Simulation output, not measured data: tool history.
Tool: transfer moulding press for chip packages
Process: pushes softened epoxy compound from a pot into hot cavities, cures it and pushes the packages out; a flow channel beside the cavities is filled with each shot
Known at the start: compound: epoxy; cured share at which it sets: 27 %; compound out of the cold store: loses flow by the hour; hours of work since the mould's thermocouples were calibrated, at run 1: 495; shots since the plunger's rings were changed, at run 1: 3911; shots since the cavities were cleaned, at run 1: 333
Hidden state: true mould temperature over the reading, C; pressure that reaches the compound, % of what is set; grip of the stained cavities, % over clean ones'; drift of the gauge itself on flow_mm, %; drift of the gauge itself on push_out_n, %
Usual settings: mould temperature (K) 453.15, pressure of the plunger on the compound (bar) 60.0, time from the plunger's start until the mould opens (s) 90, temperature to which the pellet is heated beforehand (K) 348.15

run   hour  mould temperature (K)  pressure of the plunger on the compound (bar)  time from the plunger's start until the mould opens (s)  temperature to which the pellet is heated beforehand (K)  hours of work since the mould's thermocouples were calibrated  shots since the plunger's rings were changed  shots since the cavities were cleaned  incoming compound's hours out of the cold store  length that the compound runs in the flow channel (mm)  greatest force on the pins that push the packages out (N)
  1    0.0                 453.15                                           60.0                                                       90                                                    348.15                                                            495                                          3911                                    333                                             17.6                                                     809                                                        418
  2   20.3                 453.15                                           60.0                                                       90                                                    348.15                                                            506                                          4128                                    550                                             36.5                                                     754                                                        403
      46.7  -- cavities cleaned with cleaning compound and waxed
  3   49.6                 453.15                                           60.0                                                       90                                                    348.15                                                            520                                          4425                                     31                                             20.6                                                     814                                                        415
  4   65.4                 453.15                                           60.0                                                       90                                                    344.15                                                            528                                          4593                                    199                                             34.0                                                     761                                                        425
      80.4  -- plunger's sealing rings changed
  5  103.4                 453.15                                           60.0                                                       90                                                    348.15                                                            546                                           246                                    579                                             27.4                                                     789                                                        398
  6  120.5                 453.15                                           60.0                                                       90                                                    357.15                                                            555                                           428                                    761                                             37.2                                                     747                                                        405
     126.8  -- cavities cleaned with cleaning compound and waxed
  7  155.1                 453.15                                           60.0                                                       90                                                    357.15                                                            572                                           782                                    303                                             19.6                                                     817                                                        415
  8  190.0                 453.15                                           62.8                                                       90                                                    348.15                                                            590                                          1155                                    676                                             17.4                                                     833                                                        417
     203.8  -- cavities cleaned with cleaning compound and waxed
     217.4  -- mould's thermocouples calibrated
  9  222.5                 453.15                                           62.8                                                       90                                                    348.15                                                              3                                          1465                                    179                                             14.2                                                     843                                                        421
 10  252.0                 453.15                                           60.0                                                       90                                                    348.15                                                             18                                          1780                                    494                                             32.8                                                     762                                                        411
 11  272.1                 453.15                                           60.0                                                       90                                                    348.15                                                             28                                          1995                                    709                                             36.5                                                     746                                                        402
     282.2  -- cavities cleaned with cleaning compound and waxed
 12  300.5                 453.15                                           60.0                                                       90                                                    348.15                                                             42                                          2282                                    196                                              9.8                                                     840                                                        429
 13  327.1                 453.15                                           60.0                                                       90                                                    348.15                                                             55                                          2566                                    480                                             45.8                                                     723                                                        408
 14  346.8                 453.15                                           60.0                                                       90                                                    348.15                                                             65                                          2777                                    691                                             29.8                                                     762                                                        407
     358.5  -- cavities cleaned with cleaning compound and waxed
 15  373.8                 453.15                                           48.1                                                       90                                                    348.15                                                             78                                          3049                                    164                                             25.9                                                     704                                                        411
 16  396.7                 453.15                                           48.1                                                       90                                                    348.15                                                             90                                          3294                                    409                                             28.3                                                     699                                                        438
 17  429.0                 453.15                                           48.1                                                       90                                                    348.15                                                            106                                          3639                                    754                                              9.5                                                     763                                                        428
     436.0  -- cavities cleaned with cleaning compound and waxed
 18  452.2                 453.15                                           48.1                                                       71                                                    338.15                                                            117                                          3871                                    173                                             26.5                                                     698                                                        746
 19  469.5                 453.15                                           60.0                                                       90                                                    342.15                                                            126                                          4055                                    357                                             22.0                                                     783                                                        431
 20  504.9                 453.15                                           60.0                                                       90                                                    342.15                                                            144                                          4434                                    736                                             31.9                                                     774                                                        397
     512.9  -- cavities cleaned with cleaning compound and waxed
 21  525.6                 453.15                                           60.0                                                      114                                                    342.15                                                            154                                          4638                                    135                                             38.8                                                     730                                                        335
     535.4  -- plunger's sealing rings changed
 22  561.8                 450.15                                           72.3                                                      114                                                    342.15                                                            171                                           283                                    496                                             30.5                                                     857                                                        355
 23  579.6                 450.15                                           72.3                                                      114                                                    356.15                                                            180                                           473                                    686                                             10.9                                                     943                                                        345
     593.9  -- cavities cleaned with cleaning compound and waxed
 24  607.0                 450.15                                           72.3                                                      114                                                    356.15                                                            194                                           750                                    140                                             26.3                                                     855                                                        346
 25  634.1                 457.15                                           51.2                                                       95                                                    357.15                                                            207                                          1039                                    429                                             33.7                                                     685                                                        318
 26  666.0                 446.15                                           53.5                                                       95                                                    349.15                                                            224                                          1380                                    770                                             40.5                                                     725                                                        590
     670.5  -- cavities cleaned with cleaning compound and waxed
 27  682.8                 459.15                                           69.4                                                       82                                                    357.15                                                            231                                          1543                                    131                                             31.2                                                     816                                                        339

Forecast each of these 5 alternatives for the next run:
  A  708.4                 453.15                                           60.0                                                       87                                                    348.15                                                            245                                          1817                                    405                                             43.5                                                       ?                                                          ?
  B  708.4                 453.15                                           60.0                                                       75                                                    344.15                                                            245                                          1817                                    405                                             14.1                                                       ?                                                          ?
  C  708.4                 449.15                                           69.4                                                       82                                                    349.15                                                            245                                          1817                                    405                                             47.0                                                       ?                                                          ?
  D  708.4                 459.15                                           61.5                                                       82                                                    357.15                                                            245                                          1817                                    405                                             38.2                                                       ?                                                          ?
  E  708.4                 448.15                                           59.4                                                       90                                                    348.15                                                            245                                          1817                                    405                                             34.6                                                       ?                                                          ?

run  length that the compound runs in the flow channel (mm)  greatest force on the pins that push the packages out (N)
  A                                                     739                                                        430
  B                                                     818                                                        678
  C                                                     782                                                        645
  D                                                     733                                                        344
  E                                                     771                                                        601
Without the tool's hidden state the same runs would have given:
run  length that the compound runs in the flow channel (mm)  greatest force on the pins that push the packages out (N)
  A                                                     739                                                        424
  B                                                     818                                                        670
  C                                                     783                                                        637
  D                                                     733                                                        339
  E                                                     772                                                        594
